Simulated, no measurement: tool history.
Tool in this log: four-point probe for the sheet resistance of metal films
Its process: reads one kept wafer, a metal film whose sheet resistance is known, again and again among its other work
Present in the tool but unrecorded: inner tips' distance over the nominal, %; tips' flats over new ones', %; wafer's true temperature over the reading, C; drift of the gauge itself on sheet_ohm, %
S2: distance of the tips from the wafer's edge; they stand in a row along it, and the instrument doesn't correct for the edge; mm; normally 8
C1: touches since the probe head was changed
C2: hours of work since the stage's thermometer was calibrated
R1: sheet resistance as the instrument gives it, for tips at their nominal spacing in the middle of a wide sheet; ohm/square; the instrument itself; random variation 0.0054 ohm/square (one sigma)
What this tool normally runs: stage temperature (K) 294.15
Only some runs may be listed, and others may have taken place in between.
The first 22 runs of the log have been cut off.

{"run": 23, "hour": 507.9, "stage temperature (K)": 294.15, "S2": 8, "C1": 29546, "C2": 640, "R1": 27.320368}
{"run": 24, "hour": 521.0, "stage temperature (K)": 299.15, "S2": 16, "C1": 29954, "C2": 645, "R1": 26.894056}
{"run": 25, "hour": 550.2, "stage temperature (K)": 301.15, "S2": 66, "C1": 30864, "C2": 657, "R1": 26.755524}
{"run": 26, "hour": 565.6, "stage temperature (K)": 301.15, "S2": 66, "C1": 31342, "C2": 664, "R1": 26.748791}
{"hour": 568.1, "done": "stage's thermometer calibrated"}
{"run": 27, "hour": 594.1, "stage temperature (K)": 298.15, "S2": 24, "C1": 32215, "C2": 11, "R1": 26.884523}
{"run": 28, "hour": 622.8, "stage temperature (K)": 297.15, "S2": 11, "C1": 33108, "C2": 23, "R1": 27.06764}
{"run": 29, "hour": 649.3, "stage temperature (K)": 294.15, "S2": 23, "C1": 33934, "C2": 34, "R1": 27.00492}
{"run": 30, "hour": 675.1, "stage temperature (K)": 292.15, "S2": 9, "C1": 34737, "C2": 44, "R1": 27.312399}
{"run": 31, "hour": 699.8, "stage temperature (K)": 292.15, "S2": 9, "C1": 35507, "C2": 54, "R1": 27.327439}
{"hour": 723.2, "done": "stage's thermometer calibrated, once more"}
{"run": 32, "hour": 731.5, "stage temperature (K)": 305.15, "S2": 16, "C1": 36480, "C2": 3, "R1": 26.752731}
{"run": 33, "hour": 744.6, "stage temperature (K)": 292.15, "S2": 6, "C1": 36889, "C2": 9, "R1": 27.677055}
{"run": 34, "hour": 775.1, "stage temperature (K)": 305.15, "S2": 8, "C1": 37839, "C2": 21, "R1": 27.025924}
{"run": 35, "hour": 794.4, "stage temperature (K)": 302.15, "S2": 56, "C1": 38438, "C2": 29, "R1": 26.765374}
{"run": 36, "hour": 816.3, "stage temperature (K)": 302.15, "S2": 56, "C1": 39123, "C2": 39, "R1": 26.769841}
{"run": 37, "hour": 837.8, "stage temperature (K)": 293.15, "S2": 8, "C1": 39791, "C2": 47, "R1": 27.383215}
{"run": 38, "hour": 869.8, "stage temperature (K)": 292.15, "S2": 4, "C1": 40789, "C2": 61, "R1": 28.436574}
{"run": 39, "hour": 888.3, "stage temperature (K)": 292.15, "S2": 4, "C1": 41364, "C2": 68, "R1": 28.43603}
{"run": 40, "hour": 909.8, "stage temperature (K)": 292.15, "S2": 4, "C1": 42034, "C2": 77, "R1": 28.448604}
{"run": 41, "hour": 933.4, "stage temperature (K)": 292.15, "S2": 4, "C1": 42771, "C2": 87, "R1": 28.4535}
{"run": 42, "hour": 951.1, "stage temperature (K)": 304.15, "S2": 34, "C1": 43323, "C2": 94, "R1": 26.722429}
{"run": 43, "hour": 965.0, "stage temperature (K)": 307.15, "S2": 12, "C1": 43754, "C2": 100, "R1": 26.793285}
{"run": 44, "hour": 983.6, "stage temperature (K)": 307.15, "S2": 8, "C1": 44335, "C2": 108, "R1": 26.989764}
{"run": 45, "hour": 1014.4, "stage temperature (K)": 302.15, "S2": 44, "C1": 45293, "C2": 120, "R1": 26.778814}
{"run": 46, "hour": 1043.5, "stage temperature (K)": 302.15, "S2": 44, "C1": 46200, "C2": 132, "R1": 26.775734}

Below are 3 alternative next runs, each starting from the tool's condition after run 46. Predict each:
{"run": "A", "hour": 1072.8, "stage temperature (K)": 301.15, "S2": 8, "C1": 47112, "C2": 145, "R1": "?"}
{"run": "B", "hour": 1072.8, "stage temperature (K)": 292.15, "S2": 4, "C1": 47112, "C2": 145, "R1": "?"}
{"run": "C", "hour": 1072.8, "stage temperature (K)": 292.15, "S2": 75, "C1": 47112, "C2": 145, "R1": "?"}

run=A R1=27.161543
run=B R1=28.45999
run=C R1=27.077864
Stripped of hidden state, with their random variation kept, the same runs would have yielded:
run=A R1=26.852064
run=B R1=28.136875
run=C R1=26.769122

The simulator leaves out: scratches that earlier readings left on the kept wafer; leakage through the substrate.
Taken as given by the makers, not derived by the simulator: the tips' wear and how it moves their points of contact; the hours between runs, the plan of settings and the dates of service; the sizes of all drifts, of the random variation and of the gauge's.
